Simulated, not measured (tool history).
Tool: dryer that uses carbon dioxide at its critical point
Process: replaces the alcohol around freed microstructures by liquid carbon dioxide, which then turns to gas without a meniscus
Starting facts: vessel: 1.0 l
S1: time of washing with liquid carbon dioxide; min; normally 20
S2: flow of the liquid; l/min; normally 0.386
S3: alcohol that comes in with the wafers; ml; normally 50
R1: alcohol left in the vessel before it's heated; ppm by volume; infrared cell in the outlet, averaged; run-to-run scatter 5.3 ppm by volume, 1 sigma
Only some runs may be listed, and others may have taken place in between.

run 1 hour=0 | S1=20 S2=0.386 S3=50 | R1=160
run 2 hour=8.2 | S1=20 S2=0.386 S3=55 | R1=173
run 3 hour=15 | S1=20 S2=0.386 S3=55 | R1=174
run 4 hour=19.5 | S1=20 S2=0.557 S3=50 | R1=53
run 5 hour=26.3 | S1=20 S2=0.557 S3=50 | R1=55
run 6 hour=32.7 | S1=27 S2=0.386 S3=93 | R1=67
run 7 hour=38.2 | S1=14 S2=0.639 S3=114 | R1=126
run 8 hour=45.2 | S1=17 S2=0.639 S3=110 | R1=60
run 9 hour=55.9 | S1=20 S2=0.304 S3=86 | R1=946
run 10 hour=66.5 | S1=20 S2=0.345 S3=23 | R1=170

The same runs without the tool's hidden state, with the same run-to-run variation:
The tool's hidden condition here consists of: flow that reaches the vessel past the clogged filter, %; alcohol in the recycled carbon dioxide, ppm; drift of the gauge itself on alcohol_ppm, %.
run=1 R1=112
run=2 R1=121
run=3 R1=120
run=4 R1=18
run=5 R1=18
run=6 R1=25
run=7 R1=72
run=8 R1=19
run=9 R1=758
run=10 R1=106

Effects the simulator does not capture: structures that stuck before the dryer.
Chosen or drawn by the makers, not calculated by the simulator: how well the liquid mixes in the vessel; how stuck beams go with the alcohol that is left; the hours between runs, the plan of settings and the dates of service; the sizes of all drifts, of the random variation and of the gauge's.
